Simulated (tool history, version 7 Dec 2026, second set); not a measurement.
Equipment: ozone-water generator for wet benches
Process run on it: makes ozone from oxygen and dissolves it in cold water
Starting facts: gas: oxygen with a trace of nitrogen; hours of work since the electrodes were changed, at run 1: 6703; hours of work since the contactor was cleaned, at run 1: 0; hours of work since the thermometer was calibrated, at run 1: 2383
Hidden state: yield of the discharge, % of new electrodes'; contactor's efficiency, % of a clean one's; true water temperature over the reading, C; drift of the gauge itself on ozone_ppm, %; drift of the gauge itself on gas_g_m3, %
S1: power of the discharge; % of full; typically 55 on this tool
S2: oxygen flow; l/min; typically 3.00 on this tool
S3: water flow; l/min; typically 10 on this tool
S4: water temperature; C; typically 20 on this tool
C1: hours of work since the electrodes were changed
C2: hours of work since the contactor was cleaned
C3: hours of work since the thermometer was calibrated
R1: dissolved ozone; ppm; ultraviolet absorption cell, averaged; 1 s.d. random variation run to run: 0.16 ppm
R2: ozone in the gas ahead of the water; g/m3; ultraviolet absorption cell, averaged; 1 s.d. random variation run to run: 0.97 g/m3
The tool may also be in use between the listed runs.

run 1 hour=0.0 | S1=55 S2=3.00 S3=10 S4=20 | C1=6703 C2=0 C3=2383 | R1=18.6 R2=144.2
run 2 hour=174.3 | S1=55 S2=3.00 S3=10 S4=20 | C1=6853 C2=151 C3=2533 | R1=18.4 R2=143.7
-- hour=212.9 water thermometer calibrated
run 3 hour=267.8 | S1=55 S2=3.45 S3=10 S4=20 | C1=6934 C2=231 C3=47 | R1=17.6 R2=129.6
run 4 hour=391.3 | S1=55 S2=3.45 S3=10 S4=20 | C1=7041 C2=338 C3=154 | R1=17.6 R2=129.1
run 5 hour=558.5 | S1=55 S2=2.56 S3=10 S4=20 | C1=7185 C2=482 C3=299 | R1=18.8 R2=160.0
run 6 hour=645.3 | S1=55 S2=2.56 S3=10 S4=20 | C1=7260 C2=557 C3=374 | R1=18.4 R2=157.6
run 7 hour=840.4 | S1=40 S2=3.00 S3=10 S4=20 | C1=7429 C2=726 C3=542 | R1=14.7 R2=114.5
run 8 hour=945.5 | S1=40 S2=3.00 S3=10 S4=20 | C1=7520 C2=817 C3=633 | R1=14.7 R2=113.9
run 9 hour=1075.9 | S1=55 S2=3.00 S3=10 S4=20 | C1=7632 C2=930 C3=746 | R1=17.8 R2=141.0
run 10 hour=1282.8 | S1=55 S2=3.00 S3=10 S4=20 | C1=7811 C2=1109 C3=925 | R1=17.8 R2=139.6
run 11 hour=1421.9 | S1=55 S2=3.00 S3=10 S4=20 | C1=7931 C2=1229 C3=1045 | R1=17.4 R2=140.8
run 12 hour=1604.6 | S1=55 S2=3.00 S3=10 S4=20 | C1=8089 C2=1387 C3=1203 | R1=17.5 R2=139.5
run 13 hour=1696.4 | S1=55 S2=3.00 S3=10 S4=28 | C1=8169 C2=1466 C3=1282 | R1=15.3 R2=139.5
run 14 hour=1789.3 | S1=55 S2=3.00 S3=10 S4=28 | C1=8249 C2=1546 C3=1363 | R1=15.2 R2=139.2
run 15 hour=1898.7 | S1=55 S2=3.00 S3=10 S4=20 | C1=8344 C2=1641 C3=1457 | R1=17.7 R2=138.2
run 16 hour=2009.9 | S1=55 S2=2.98 S3=10 S4=20 | C1=8440 C2=1737 C3=1553 | R1=17.3 R2=138.4
run 17 hour=2121.0 | S1=92 S2=4.11 S3=10 S4=26 | C1=8536 C2=1833 C3=1650 | R1=20.0 R2=152.4
run 18 hour=2230.8 | S1=92 S2=4.11 S3=10 S4=26 | C1=8631 C2=1928 C3=1744 | R1=19.7 R2=152.4
run 19 hour=2434.4 | S1=67 S2=3.00 S3=10 S4=20 | C1=8807 C2=2104 C3=1920 | R1=19.4 R2=153.6
-- hour=2529.6 electrodes of the discharge changed
run 20 hour=2529.6 | S1=55 S2=3.00 S3=9 S4=20 | C1=0 C2=2181 C3=1998 | R1=22.5 R2=167.3
run 21 hour=2658.1 | S1=55 S2=3.00 S3=9 S4=20 | C1=111 C2=2292 C3=2109 | R1=22.0 R2=164.6
run 22 hour=2788.6 | S1=55 S2=3.00 S3=9 S4=20 | C1=224 C2=2405 C3=2221 | R1=21.7 R2=166.8
run 23 hour=2875.4 | S1=55 S2=3.00 S3=6 S4=16 | C1=299 C2=2480 C3=2297 | R1=29.5 R2=165.0
run 24 hour=2962.3 | S1=53 S2=1.88 S3=12 S4=17 | C1=374 C2=2555 C3=2372 | R1=19.4 R2=221.3
run 25 hour=3159.1 | S1=53 S2=1.88 S3=12 S4=17 | C1=544 C2=2725 C3=2542 | R1=18.9 R2=219.7
-- hour=3183.0 water thermometer calibrated
run 26 hour=3364.1 | S1=53 S2=1.88 S3=12 S4=17 | C1=721 C2=2902 C3=157 | R1=18.9 R2=219.2
run 27 hour=3483.9 | S1=57 S2=1.51 S3=14 S4=22 | C1=825 C2=3006 C3=260 | R1=16.8 R2=268.8
-- hour=3559.2 contactor cleaned
run 28 hour=3630.7 | S1=57 S2=3.02 S3=7 S4=22 | C1=948 C2=62 C3=384 | R1=25.3 R2=166.6
run 29 hour=3764.1 | S1=57 S2=3.02 S3=7 S4=22 | C1=1063 C2=177 C3=499 | R1=25.3 R2=167.2

5 ways to go on from here, each from the tool as it stands after run 29. What would each give?
run A hour=3868.8 | S1=57 S2=3.02 S3=12 S4=22 | C1=1154 C2=268 C3=589 | R1=? R2=?
run B hour=3868.8 | S1=57 S2=3.02 S3=7 S4=13 | C1=1154 C2=268 C3=589 | R1=? R2=?
run C hour=3868.8 | S1=64 S2=3.02 S3=10 S4=22 | C1=1154 C2=268 C3=589 | R1=? R2=?
run D hour=3868.8 | S1=96 S2=4.41 S3=13 S4=22 | C1=1154 C2=268 C3=589 | R1=? R2=?
run E hour=3868.8 | S1=55 S2=1.65 S3=10 S4=20 | C1=1154 C2=268 C3=589 | R1=? R2=?

run=A R1=18.6 R2=167.5
run=B R1=29.6 R2=165.1
run=C R1=22.8 R2=183.0
run=D R1=24.6 R2=192.7
run=E R1=22.5 R2=245.9
With the hidden condition removed and each run's random variation left untouched, the same runs would have given:
run=A R1=19.1 R2=171.1
run=B R1=30.4 R2=168.7
run=C R1=23.5 R2=187.4
run=D R1=25.5 R2=198.9
run=E R1=23.1 R2=251.0
